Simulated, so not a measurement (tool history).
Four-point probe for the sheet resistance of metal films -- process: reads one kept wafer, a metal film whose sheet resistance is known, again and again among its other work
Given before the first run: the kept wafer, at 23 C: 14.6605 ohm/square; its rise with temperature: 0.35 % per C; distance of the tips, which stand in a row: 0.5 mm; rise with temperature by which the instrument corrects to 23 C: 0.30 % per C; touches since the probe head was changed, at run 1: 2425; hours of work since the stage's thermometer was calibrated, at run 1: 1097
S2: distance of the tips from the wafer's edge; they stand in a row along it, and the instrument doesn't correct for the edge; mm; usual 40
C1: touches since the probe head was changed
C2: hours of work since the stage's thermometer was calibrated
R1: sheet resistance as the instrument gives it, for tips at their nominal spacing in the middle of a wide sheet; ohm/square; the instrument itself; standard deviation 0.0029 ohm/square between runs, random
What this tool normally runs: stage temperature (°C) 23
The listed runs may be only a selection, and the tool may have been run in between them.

Run 1, hour 0.0: usual settings; C1 2425; C2 1097. Result: R1 14.658183 ohm/square.
Run 2, hour 36.8: usual settings; C1 2971; C2 1120. Result: R1 14.660447 ohm/square.
Run 3, hour 77.9: usual settings; C1 3581; C2 1146. Result: R1 14.662236 ohm/square.
Run 4, hour 103.4: usual settings; C1 3958; C2 1163. Result: R1 14.659666 ohm/square.
Run 5, hour 126.0: usual settings but stage temperature (°C) 29; C1 4294; C2 1177. Result: R1 14.714795 ohm/square.
Run 6, hour 160.3: usual settings but stage temperature (°C) 29; C1 4803; C2 1199. Result: R1 14.706817 ohm/square.
Run 7, hour 193.8: usual settings but stage temperature (°C) 29; C1 5300; C2 1220. Result: R1 14.711856 ohm/square.
Run 8, hour 222.9: usual settings but stage temperature (°C) 29, S2 8 mm; C1 5732; C2 1239. Result: R1 14.730373 ohm/square.
Run 9, hour 251.5: usual settings but stage temperature (°C) 29, S2 8 mm; C1 6155; C2 1257. Result: R1 14.735266 ohm/square.
Run 10, hour 287.0: usual settings but stage temperature (°C) 28, S2 8 mm; C1 6682; C2 1279. Result: R1 14.735844 ohm/square.
Run 11, hour 306.3: usual settings but stage temperature (°C) 21, S2 8 mm; C1 6969; C2 1292. Result: R1 14.678714 ohm/square.
Run 12, hour 331.9: usual settings but stage temperature (°C) 29, S2 6 mm; C1 7349; C2 1308. Result: R1 14.763931 ohm/square.
At hour 336.2: stage's thermometer calibrated.
Run 13, hour 353.2: usual settings but stage temperature (°C) 19, S2 6 mm; C1 7657; C2 11. Result: R1 14.669735 ohm/square.
Run 14, hour 378.9: usual settings but S2 3 mm; C1 8038; C2 27. Result: R1 14.872222 ohm/square.
Run 15, hour 409.7: usual settings but S2 3 mm; C1 8494; C2 47. Result: R1 14.864590 ohm/square.
Run 16, hour 439.7: usual settings but stage temperature (°C) 34, S2 3 mm; C1 8940; C2 66. Result: R1 14.953578 ohm/square.
Run 17, hour 466.8: usual settings but stage temperature (°C) 34, S2 3 mm; C1 9342; C2 83. Result: R1 14.954280 ohm/square.

Results for each run, recomputed without the tool's hidden state and with each run's random variation untouched:
Hidden state at play: inner tips' distance over the nominal, %; tips' flats over new ones', %; wafer's true temperature over the reading, C; drift of the gauge itself on sheet_ohm, %.
run         R1
  1  14.657255
  2  14.659530
  3  14.661330
  4  14.658782
  5  14.713485
  6  14.705535
  7  14.710567
  8  14.729076
  9  14.733937
 10  14.734575
 11  14.677952
 12  14.762581
 13  14.679288
 14  14.881477
 15  14.873839
 16  14.961650
 17  14.962357
